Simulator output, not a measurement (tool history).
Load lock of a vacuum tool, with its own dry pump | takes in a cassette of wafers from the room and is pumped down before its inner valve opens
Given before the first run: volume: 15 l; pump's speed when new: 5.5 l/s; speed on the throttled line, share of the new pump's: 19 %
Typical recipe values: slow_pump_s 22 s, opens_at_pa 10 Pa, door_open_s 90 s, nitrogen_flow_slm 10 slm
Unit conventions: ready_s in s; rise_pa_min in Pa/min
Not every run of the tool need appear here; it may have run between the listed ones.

| run | day | slow_pump_s | opens_at_pa | door_open_s | nitrogen_flow_slm | incoming humidity of the room's air, % | ready_s | rise_pa_min |
|---|---|---|---|---|---|---|---|---|
| 1 | 0.000 | 22 | 10 | 90 | 10 | 44.7 | 51.2 | 0.083 |
| 2 | 3.054 | 22 | 10 | 37 | 10 | 45.1 | 50.8 | 0.068 |
|  | 6.138 | dry pump taken out, an overhauled one fitted |
| 3 | 8.500 | 22 | 10 | 90 | 11 | 45.0 | 43.3 | 0.076 |
| 4 | 13.417 | 22 | 10 | 90 | 11 | 45.0 | 44.0 | 0.079 |
| 5 | 17.775 | 22 | 10 | 90 | 11 | 43.7 | 43.8 | 0.081 |
| 6 | 23.888 | 22 | 10 | 90 | 40 | 45.3 | 43.7 | 0.056 |
| 7 | 28.100 | 22 | 10 | 28 | 10 | 43.1 | 44.3 | 0.063 |
| 8 | 31.967 | 22 | 10 | 90 | 18 | 45.4 | 43.2 | 0.071 |
| 9 | 35.529 | 22 | 10 | 90 | 10 | 40.9 | 43.7 | 0.085 |
| 10 | 38.467 | 22 | 10 | 90 | 10 | 46.7 | 43.8 | 0.096 |
| 11 | 43.025 | 22 | 10 | 90 | 10 | 44.6 | 44.6 | 0.093 |
| 12 | 46.662 | 22 | 10 | 90 | 10 | 45.5 | 44.4 | 0.097 |
| 13 | 51.112 | 22 | 10 | 90 | 10 | 43.2 | 43.6 | 0.091 |
| 14 | 55.062 | 22 | 10 | 90 | 4 | 42.8 | 43.2 | 0.109 |
| 15 | 58.383 | 22 | 10 | 90 | 4 | 44.3 | 43.3 | 0.116 |
| 16 | 64.150 | 22 | 10 | 90 | 4 | 46.3 | 43.7 | 0.125 |
| 17 | 69.200 | 22 | 10 | 90 | 10 | 40.9 | 43.8 | 0.099 |
| 18 | 74.238 | 22 | 10 | 90 | 5 | 44.2 | 43.6 | 0.113 |
| 19 | 79.779 | 22 | 10 | 161 | 10 | 46.4 | 43.9 | 0.124 |
| 20 | 83.529 | 22 | 10 | 90 | 13 | 42.8 | 43.6 | 0.096 |
| 21 | 89.438 | 13 | 15 | 210 | 13 | 44.5 | 35.3 | 0.117 |
| 22 | 92.150 | 13 | 15 | 210 | 13 | 45.7 | 35.4 | 0.124 |
| 23 | 97.942 | 25 | 10 | 51 | 14 | 47.8 | 46.5 | 0.097 |
| 24 | 102.096 | 12 | 19 | 51 | 39 | 44.9 | 34.3 | 0.073 |
| 25 | 105.621 | 12 | 19 | 51 | 39 | 44.0 | 34.3 | 0.071 |
| 26 | 111.038 | 12 | 19 | 51 | 39 | 45.2 | 34.2 | 0.072 |
| 27 | 113.804 | 34 | 19 | 51 | 39 | 42.7 | 51.9 | 0.074 |
| 28 | 117.150 | 22 | 9 | 90 | 8 | 45.1 | 45.0 | 0.115 |
| 29 | 122.621 | 22 | 13 | 90 | 10 | 44.6 | 43.8 | 0.116 |
| 30 | 127.567 | 22 | 8 | 117 | 10 | 45.7 | 44.9 | 0.132 |
| 31 | 133.029 | 22 | 16 | 90 | 5 | 46.0 | 42.8 | 0.137 |
| 32 | 138.504 | 29 | 18 | 90 | 10 | 40.2 | 48.5 | 0.119 |
| 33 | 141.258 | 22 | 10 | 88 | 16 | 45.9 | 44.7 | 0.112 |
| 34 | 144.079 | 22 | 10 | 222 | 26 | 44.9 | 44.4 | 0.121 |
| 35 | 148.488 | 22 | 10 | 222 | 26 | 42.3 | 43.7 | 0.113 |
| 36 | 151.542 | 33 | 16 | 45 | 28 | 42.6 | 52.4 | 0.088 |
| 37 | 154.688 | 21 | 9 | 85 | 10 | 46.7 | 44.2 | 0.130 |

Predict each of these 3 candidate next runs independently; none follows another, all start after run 37:
| A | 158.254 | 21 | 8 | 85 | 5 | 46.3 | ? | ? |
| B | 158.254 | 21 | 9 | 35 | 5 | 43.0 | ? | ? |
| C | 158.254 | 22 | 8 | 90 | 10 | 44.3 | ? | ? |

| run | ready_s | rise_pa_min |
|---|---|---|
| A | 44.3 | 0.151 |
| B | 43.7 | 0.119 |
| C | 45.0 | 0.131 |
Without the tool's hidden state the same runs would have given:
| run | ready_s | rise_pa_min |
|---|---|---|
| A | 43.0 | 0.095 |
| B | 42.5 | 0.064 |
| C | 43.8 | 0.076 |
